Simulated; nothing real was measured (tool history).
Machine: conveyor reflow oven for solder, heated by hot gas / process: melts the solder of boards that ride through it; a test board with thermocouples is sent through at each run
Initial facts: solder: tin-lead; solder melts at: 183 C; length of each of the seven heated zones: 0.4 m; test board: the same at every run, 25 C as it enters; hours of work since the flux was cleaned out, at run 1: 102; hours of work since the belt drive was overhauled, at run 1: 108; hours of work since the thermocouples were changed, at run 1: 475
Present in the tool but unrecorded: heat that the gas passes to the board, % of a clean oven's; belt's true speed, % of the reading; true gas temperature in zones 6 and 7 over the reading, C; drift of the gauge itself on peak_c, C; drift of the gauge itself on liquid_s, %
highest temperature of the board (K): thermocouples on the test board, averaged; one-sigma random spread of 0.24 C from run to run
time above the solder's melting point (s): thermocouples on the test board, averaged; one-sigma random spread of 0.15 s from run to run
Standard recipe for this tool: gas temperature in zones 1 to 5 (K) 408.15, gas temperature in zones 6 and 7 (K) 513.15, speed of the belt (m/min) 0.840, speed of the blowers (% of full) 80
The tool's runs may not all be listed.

run	hour	gas temperature in zones 1 to 5 (K)	gas temperature in zones 6 and 7 (K)	speed of the belt (m/min)	speed of the blowers (% of full)	hours of work since the flux was cleaned out	hours of work since the belt drive was overhauled	hours of work since the thermocouples were changed	highest temperature of the board (K)	time above the solder's melting point (s)
1	0.0	408.15	513.15	0.840	80	102	108	475	494.55	44.2
2	9.2	408.15	513.15	0.739	80	108	114	480	498.95	53.2
3	23.7	408.15	513.15	0.739	80	116	122	489	498.95	53.2
4	34.1	408.15	513.15	0.739	80	122	128	495	498.55	53.1
5	53.4	408.15	513.15	0.840	74	134	139	506	492.65	42.9
6	68.7	408.15	513.15	0.840	74	143	148	515	492.95	42.9
7	85.0	408.15	513.15	0.840	74	152	158	525	492.65	42.8
8	104.0	408.15	513.15	0.840	80	163	169	536	494.85	44.2
9	114.6	408.15	513.15	0.840	80	170	175	542	494.75	44.2
10	131.4	408.15	513.15	0.840	80	179	185	552	494.75	44.1
11	145.8	408.15	513.15	0.840	80	188	194	561	494.85	44.1
12	155.9	408.15	513.15	0.840	80	194	200	566	494.25	44.0
13	175.6	408.15	513.15	0.840	80	205	211	578	494.75	44.0
14	187.1	408.15	513.15	0.840	80	212	218	585	494.65	44.1
15	205.7	407.15	513.15	0.729	76	223	229	596	498.05	52.7
16	216.0	407.15	513.15	0.729	76	229	235	602	498.05	52.6
17	224.6	418.15	513.15	0.840	80	234	240	607	496.45	47.8
18	239.5	418.15	513.15	0.840	80	243	249	615	496.25	47.5
19	255.6	418.15	513.15	0.840	80	252	258	625	496.75	47.5
20	270.9	414.15	513.15	0.840	63	261	267	634	489.55	42.2
21	283.3	408.15	513.15	0.840	63	269	274	641	488.15	39.6
22	297.5	408.15	513.15	0.769	73	277	283	649	494.95	48.8
23	312.8	411.15	513.15	0.840	71	286	292	658	491.95	43.0
24	328.1	411.15	511.15	0.727	57	295	301	667	489.75	48.2
25	338.7	408.15	510.15	0.840	80	301	307	674	492.25	42.9
26	353.7	408.15	510.15	0.840	80	310	316	682	492.65	43.0
27	373.4	408.15	516.15	0.840	83	321	327	694	498.15	45.9

Predict each of these 3 candidate next runs independently; none follows another, all start after run 27:
A	385.5	408.15	513.15	0.840	72	329	334	701	?	?
B	385.5	408.15	518.15	0.687	83	329	334	701	?	?
C	385.5	408.15	526.15	0.840	83	329	334	701	?	?

run	highest temperature of the board (K)	time above the solder's melting point (s)
A	492.25	42.4
B	505.95	60.8
C	507.15	49.4
Without the tool's hidden state the same runs would have given:
run	highest temperature of the board (K)	time above the solder's melting point (s)
A	492.35	42.5
B	505.95	60.9
C	507.25	49.5
